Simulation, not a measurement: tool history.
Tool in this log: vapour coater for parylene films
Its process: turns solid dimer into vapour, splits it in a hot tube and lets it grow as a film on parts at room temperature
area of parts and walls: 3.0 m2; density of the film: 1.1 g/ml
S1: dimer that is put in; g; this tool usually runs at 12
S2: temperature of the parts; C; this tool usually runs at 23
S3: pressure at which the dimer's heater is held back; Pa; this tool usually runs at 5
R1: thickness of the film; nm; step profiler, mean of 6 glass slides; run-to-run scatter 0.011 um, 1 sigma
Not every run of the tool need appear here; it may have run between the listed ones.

run,hour,S1,S2,S3,R1
1,0,12,23,5,1530
# hour 25.8: trap's valve overhauled
2,32,12,23,5,1710
3,53.2,12,28,5,1480
4,80.9,12,28,5,1450
5,99,12,28,5,1440
6,115.7,12,16,5,2040
7,131.9,12,16,5,2040
8,145.3,12,16,5,2020
# hour 148.8: table's thermometer calibrated
9,166.2,12,16,5,2030
10,188.9,12,24,5,1560
11,218,12,18,5,1870
12,244,12,26,5,1450
13,266,12,26,5,1450
14,291,12,26,5,1430
15,306.3,11,18,2.25,1910
16,325.7,11,18,2.25,1900
# hour 338.2: table's thermometer calibrated, once more
17,341.3,11,18,2.25,1930
18,356.8,21,22,7.24,2590
19,369.7,12,18,3.89,1860
# hour 386: trap's valve overhauled
20,389.5,12,18,3.89,2110
21,415,12,23,2.35,1960
22,441.1,5,23,6.92,670
23,462.3,9,20,5,1390
24,490.8,12,23,7.64,1520
25,506.8,17,16,2.82,3250
26,519.5,17,16,2.82,3180
27,534.1,11,28,4.52,1330

A few steps of R1 between consecutive runs. Split each: what settings, incoming material and random variation would produce without the hidden state, and what is left over for the hidden state, along with gauge scatter present in only one of the two compared results (measured, and without hidden state):
Hidden state present: vapour lost through the trap's worn valve, %; true temperature of the parts over the reading, C; drift of the gauge itself on film_um, %.
Run 1 -> 2: trap's valve overhauled. R1 +180 nm: hidden state +170, all else +10.
Run 19 -> 20: trap's valve overhauled. R1 +250 nm: hidden state +220, all else +30.
Run 24 -> 25: S1 12 -> 17, S2 23 -> 16, S3 7.64 -> 2.82. R1 +1730 nm: hidden state -100, all else +1830.
Run 26 -> 27: S1 17 -> 11, S2 16 -> 28, S3 2.82 -> 4.52. R1 -1850 nm: hidden state +90, all else -1940.
